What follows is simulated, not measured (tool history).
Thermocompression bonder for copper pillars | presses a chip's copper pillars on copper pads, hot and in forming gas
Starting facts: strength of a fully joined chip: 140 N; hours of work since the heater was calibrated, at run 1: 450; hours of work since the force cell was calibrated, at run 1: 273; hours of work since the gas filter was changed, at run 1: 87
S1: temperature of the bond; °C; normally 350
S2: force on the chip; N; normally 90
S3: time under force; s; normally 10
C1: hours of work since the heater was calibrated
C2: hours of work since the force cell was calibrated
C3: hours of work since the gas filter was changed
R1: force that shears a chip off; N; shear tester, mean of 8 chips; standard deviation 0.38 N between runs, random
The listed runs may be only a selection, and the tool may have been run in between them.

{"run": 1, "hour": 0.0, "S1": 350, "S2": 90, "S3": 10, "C1": 450, "C2": 273, "C3": 87, "R1": 61.2}
{"run": 2, "hour": 24.0, "S1": 350, "S2": 90, "S3": 10, "C1": 462, "C2": 285, "C3": 99, "R1": 60.9}
{"run": 3, "hour": 45.5, "S1": 350, "S2": 90, "S3": 10, "C1": 473, "C2": 295, "C3": 110, "R1": 60.7}
{"run": 4, "hour": 62.5, "S1": 350, "S2": 103, "S3": 10, "C1": 482, "C2": 304, "C3": 119, "R1": 65.6}
{"run": 5, "hour": 74.9, "S1": 350, "S2": 103, "S3": 10, "C1": 488, "C2": 310, "C3": 125, "R1": 66}
{"run": 6, "hour": 96.7, "S1": 350, "S2": 103, "S3": 10, "C1": 499, "C2": 321, "C3": 136, "R1": 66}
{"run": 7, "hour": 119.9, "S1": 350, "S2": 103, "S3": 10, "C1": 510, "C2": 332, "C3": 147, "R1": 65.5}
{"run": 8, "hour": 141.8, "S1": 350, "S2": 103, "S3": 10, "C1": 521, "C2": 343, "C3": 158, "R1": 66}
{"run": 9, "hour": 156.2, "S1": 350, "S2": 103, "S3": 10, "C1": 528, "C2": 351, "C3": 165, "R1": 65.4}
{"run": 10, "hour": 177.6, "S1": 350, "S2": 103, "S3": 10, "C1": 539, "C2": 361, "C3": 176, "R1": 66}
{"run": 11, "hour": 191.0, "S1": 350, "S2": 103, "S3": 10, "C1": 546, "C2": 368, "C3": 183, "R1": 66.1}
{"run": 12, "hour": 214.6, "S1": 350, "S2": 103, "S3": 10, "C1": 558, "C2": 380, "C3": 195, "R1": 64.8}
{"run": 13, "hour": 226.0, "S1": 350, "S2": 103, "S3": 10, "C1": 563, "C2": 385, "C3": 200, "R1": 65.4}
{"run": 14, "hour": 242.1, "S1": 350, "S2": 103, "S3": 10, "C1": 571, "C2": 393, "C3": 208, "R1": 65.1}
{"run": 15, "hour": 261.7, "S1": 350, "S2": 90, "S3": 10, "C1": 581, "C2": 403, "C3": 218, "R1": 59.8}
{"run": 16, "hour": 275.6, "S1": 350, "S2": 90, "S3": 20, "C1": 588, "C2": 410, "C3": 225, "R1": 75.6}
{"run": 17, "hour": 293.7, "S1": 350, "S2": 90, "S3": 20, "C1": 597, "C2": 419, "C3": 234, "R1": 75.6}
{"run": 18, "hour": 311.5, "S1": 350, "S2": 90, "S3": 20, "C1": 606, "C2": 428, "C3": 243, "R1": 73.8}
{"run": 19, "hour": 326.2, "S1": 350, "S2": 90, "S3": 20, "C1": 613, "C2": 436, "C3": 250, "R1": 74.7}
{"run": 20, "hour": 343.2, "S1": 350, "S2": 90, "S3": 20, "C1": 622, "C2": 444, "C3": 259, "R1": 74.1}
{"run": 21, "hour": 359.7, "S1": 350, "S2": 90, "S3": 20, "C1": 630, "C2": 452, "C3": 267, "R1": 74.5}
{"run": 22, "hour": 375.6, "S1": 350, "S2": 82, "S3": 9, "C1": 638, "C2": 460, "C3": 275, "R1": 53.7}
{"run": 23, "hour": 399.7, "S1": 327, "S2": 108, "S3": 22, "C1": 650, "C2": 472, "C3": 287, "R1": 70.1}
{"run": 24, "hour": 412.7, "S1": 327, "S2": 108, "S3": 22, "C1": 657, "C2": 479, "C3": 294, "R1": 70.2}
{"run": 25, "hour": 430.6, "S1": 337, "S2": 90, "S3": 12, "C1": 666, "C2": 488, "C3": 303, "R1": 54.8}
{"run": 26, "hour": 443.6, "S1": 372, "S2": 115, "S3": 12, "C1": 672, "C2": 494, "C3": 309, "R1": 86.1}
{"hour": 453.0, "done": "forming gas filter changed"}
{"run": 27, "hour": 466.4, "S1": 348, "S2": 78, "S3": 10, "C1": 683, "C2": 505, "C3": 7, "R1": 56.2}

Run 28 has not been measured yet. What should we expect?
{"run": 28, "hour": 491.4, "S1": 368, "S2": 106, "S3": 12, "C1": 696, "C2": 518, "C3": 19, "R1": "?"}

R1: 86.9 N
With no hidden state in the tool, this same run would have given R1 82.7 N.

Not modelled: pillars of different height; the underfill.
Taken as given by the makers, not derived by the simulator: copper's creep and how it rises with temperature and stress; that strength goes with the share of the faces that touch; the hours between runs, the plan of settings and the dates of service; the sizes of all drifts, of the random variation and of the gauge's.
